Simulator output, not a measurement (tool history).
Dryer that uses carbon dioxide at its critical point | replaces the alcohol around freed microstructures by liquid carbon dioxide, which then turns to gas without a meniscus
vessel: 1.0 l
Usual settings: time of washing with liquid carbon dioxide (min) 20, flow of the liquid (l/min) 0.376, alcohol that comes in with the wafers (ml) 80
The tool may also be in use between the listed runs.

run,hour,time of washing with liquid carbon dioxide (min),flow of the liquid (l/min),alcohol that comes in with the wafers (ml),alcohol left in the vessel before it's heated (ppm by volume)
1,0.0,20,0.376,80,100
2,8.1,20,0.376,80,110
3,16.0,20,0.376,69,99
4,22.7,20,0.376,69,97
5,31.9,20,0.376,69,101
6,41.2,20,0.376,69,99
7,50.3,20,0.376,69,102
8,61.0,20,0.376,69,106
9,69.7,20,0.488,69,53
10,80.8,23,0.629,80,56
11,88.8,23,0.336,35,75

The next listed run, before its measurement:
12,100.1,31,0.376,65,?

{"run 12": {"alcohol left in the vessel before it's heated (ppm by volume)": 60}}
Without the tool's hidden state the same run would have given alcohol left in the vessel before it's heated (ppm by volume) 7.
